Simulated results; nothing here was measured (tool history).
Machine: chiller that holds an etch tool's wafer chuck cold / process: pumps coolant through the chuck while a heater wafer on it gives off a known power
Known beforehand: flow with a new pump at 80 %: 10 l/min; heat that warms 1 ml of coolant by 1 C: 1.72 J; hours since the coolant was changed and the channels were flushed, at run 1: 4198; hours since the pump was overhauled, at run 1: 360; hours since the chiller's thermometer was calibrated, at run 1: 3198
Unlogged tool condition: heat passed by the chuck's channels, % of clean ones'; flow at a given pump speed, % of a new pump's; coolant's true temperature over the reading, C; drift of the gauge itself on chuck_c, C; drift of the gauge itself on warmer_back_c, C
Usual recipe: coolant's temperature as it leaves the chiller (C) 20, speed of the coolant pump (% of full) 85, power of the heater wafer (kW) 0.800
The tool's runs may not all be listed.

run     day  coolant's temperature as it leaves the chiller (C)  speed of the coolant pump (% of full)  power of the heater wafer (kW)  hours since the coolant was changed and the channels were flushed  hours since the pump was overhauled  hours since the chiller's thermometer was calibrated  chuck's temperature once it has settled (K)  how much warmer the coolant comes back (C)
  1   0.000                                                  20                                     85                           0.800                                                               4198                                  360                                                  3198                                       300.75                                        2.61
  2   1.446                                                  20                                     85                           0.800                                                               4233                                  395                                                  3233                                       300.85                                        2.59
  3   3.296                                                  20                                     85                           0.541                                                               4278                                  440                                                  3277                                       298.35                                        1.75
  4   5.104                                                  20                                     85                           0.541                                                               4321                                  483                                                  3321                                       298.45                                        1.78
  5   6.712                                                  20                                     85                           0.541                                                               4360                                  522                                                  3359                                       298.35                                        1.78
  6   8.525                                                  20                                     85                           0.541                                                               4403                                  565                                                  3403                                       298.25                                        1.75
  7   9.842                                                  20                                     85                           0.541                                                               4435                                  597                                                  3434                                       298.25                                        1.75
  8  11.442                                                  20                                     85                           0.541                                                               4473                                  635                                                  3473                                       298.25                                        1.74
  9  13.450                                                  20                                     85                           0.541                                                               4521                                  683                                                  3521                                       298.55                                        1.77
 10  14.658                                                  20                                     85                           0.541                                                               4550                                  712                                                  3550                                       298.25                                        1.77
 11  15.925                                                  20                                     85                           0.541                                                               4581                                  743                                                  3580                                       298.35                                        1.78
 12  17.125                                                  20                                     66                           0.541                                                               4609                                  771                                                  3609                                       299.25                                        2.34
 13  19.204                                                  13                                     85                           0.800                                                               4659                                  821                                                  3659                                       293.95                                        2.62
 14  20.654                                                  20                                     85                           0.800                                                               4694                                  856                                                  3694                                       300.95                                        2.60
 15  21.900                                                  20                                     85                           0.800                                                               4724                                  886                                                  3724                                       300.95                                        2.60
 16  23.542                                                  20                                     85                           0.800                                                               4763                                  925                                                  3763                                       300.85                                        2.60
 17  25.208                                                  14                                     85                           0.800                                                               4803                                  965                                                  3803                                       294.85                                        2.60
 18  26.400                                                  14                                     85                           0.889                                                               4832                                  994                                                  3832                                       296.05                                        2.94
 19  27.917                                                  20                                     64                           0.498                                                               4868                                 1030                                                  3868                                       298.65                                        2.23
 20  29.742                                                  30                                     92                           0.782                                                               4912                                 1074                                                  3912                                       310.35                                        2.36
 21  31.754                                                  23                                     69                           0.782                                                               4961                                 1123                                                  3960                                       304.85                                        3.18
 22  33.496                                                  18                                     69                           0.903                                                               5002                                 1164                                                  4002                                       301.35                                        3.71
 23  35.421                                                  16                                     69                           0.745                                                               5049                                 1211                                                  4048                                       297.35                                        3.06
 24  37.354                                                  20                                     90                           0.427                                                               5095                                 1257                                                  4095                                       297.05                                        1.30
 25  39.300                                                  16                                     85                           0.869                                                               5142                                 1304                                                  4141                                       297.65                                        2.86
 26  40.738                                                  17                                     67                           0.800                                                               5176                                 1338                                                  4176                                       299.05                                        3.39
 27  42.567                                                  17                                     67                           0.800                                                               5220                                 1382                                                  4220                                       299.35                                        3.40
 28  44.483                                                  16                                     85                           0.800                                                               5266                                 1428                                                  4266                                       296.95                                        2.63
 29  46.696                                                  20                                     85                           0.772                                                               5319                                 1481                                                  4319                                       300.75                                        2.53
 30  48.579                                                  20                                     85                           0.772                                                               5364                                 1526                                                  4364                                       300.75                                        2.57
 31  50.175                                                  11                                     84                           0.703                                                               5403                                 1565                                                  4402                                       291.15                                        2.32
 32  51.779                                                  11                                     84                           0.703                                                               5441                                 1603                                                  4441                                       290.95                                        2.38

Predict each of these 4 candidate next runs independently; none follows another, all start after run 32:
  A  52.900                                                  11                                     88                           0.851                                                               5468                                 1630                                                  4468                                            ?                                           ?
  B  52.900                                                  11                                     62                           1.030                                                               5468                                 1630                                                  4468                                            ?                                           ?
  C  52.900                                                  20                                     85                           0.917                                                               5468                                 1630                                                  4468                                            ?                                           ?
  D  52.900                                                  11                                     85                           0.703                                                               5468                                 1630                                                  4468                                            ?                                           ?

run  chuck's temperature once it has settled (K)  how much warmer the coolant comes back (C)
  A                                       292.35                                        2.66
  B                                       296.55                                        4.78
  C                                       302.25                                        3.01
  D                                       291.05                                        2.30
What these runs would have given with no unlogged condition in the tool:
run  chuck's temperature once it has settled (K)  how much warmer the coolant comes back (C)
  A                                       291.85                                        2.64
  B                                       295.65                                        4.75
  C                                       301.55                                        2.99
  D                                       290.65                                        2.28
